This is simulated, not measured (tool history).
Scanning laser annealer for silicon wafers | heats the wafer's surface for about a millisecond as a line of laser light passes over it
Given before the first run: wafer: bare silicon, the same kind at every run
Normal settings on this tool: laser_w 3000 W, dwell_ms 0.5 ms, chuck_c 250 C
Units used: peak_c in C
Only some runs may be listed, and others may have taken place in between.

run,hour,laser_w,dwell_ms,chuck_c,peak_c
1,0,3000,0.5,250,947
2,43.1,3000,0.5,250,947
3,85,3000,0.5,250,945
4,111.2,3000,0.5,250,942
5,154,3000,0.603,250,1018
6,186.1,3000,0.603,250,1016
7,224.9,3000,0.603,250,1018
8,254.6,3000,0.603,233,1001
9,284.5,3000,0.603,233,999
# hour 310.8: window over the wafer cleaned
10,314.2,3000,0.532,250,976
11,338.5,3000,0.532,245,970
12,366.8,3119,0.532,245,992
13,403.8,3119,0.532,245,994
14,435.4,3119,0.532,245,996
15,461.9,3119,0.532,245,995
16,501.9,3119,0.532,245,992
17,523.8,3000,0.5,250,950
18,548.4,3000,0.5,250,949
19,567.8,3000,0.5,250,946
20,596.2,3000,0.5,250,947
21,625.5,3000,0.5,250,945
22,665.1,2587,0.389,237,770
23,693.7,2566,0.389,237,762
24,725.1,2716,0.462,213,818
25,746.1,2716,0.512,213,857
26,785.4,2716,0.512,213,856
27,824.7,2809,0.475,289,926
28,867.5,2833,0.5,250,910
29,907.5,2833,0.5,250,907
30,931.5,3000,0.503,282,978
31,964.3,3102,0.354,255,846
32,984.9,3102,0.354,255,845
# hour 1026: optics aligned, line set to its width
33,1027.4,3226,0.522,244,1013
34,1047,2838,0.417,279,884
35,1087.1,2624,0.365,264,789
36,1124.1,2624,0.365,264,788
37,1160.5,2833,0.48,264,915
38,1195.6,3219,0.378,247,887
39,1215.8,3219,0.378,247,887
40,1251.5,3253,0.461,215,934

Below, some changes in peak_c between adjacent runs. For each, the amount present without the hidden state too (settings, incoming material, random variation) and the amount remaining for the hidden state with gauge scatter not shared by both compared results:
Unlogged tool condition in this case: light that passes the window, % of a clean one's; laser's true power over the reading, %; width of the line over the set one, %; drift of the gauge itself on peak_c, C.
Run 9 -> 10: dwell_ms 0.603 -> 0.532, chuck_c 233 -> 250, window over the wafer cleaned. peak_c -23 C: hidden state +12, all else -35.
Run 21 -> 22: laser_w 3000 -> 2587, dwell_ms 0.5 -> 0.389, chuck_c 250 -> 237. peak_c -175 C: hidden state +3, all else -178.
Run 30 -> 31: laser_w 3000 -> 3102, dwell_ms 0.503 -> 0.354, chuck_c 282 -> 255. peak_c -132 C: hidden state +2, all else -134.
Run 32 -> 33: laser_w 3102 -> 3226, dwell_ms 0.354 -> 0.522, chuck_c 255 -> 244, optics aligned, line set to its width. peak_c +168 C: hidden state +6, all else +162.
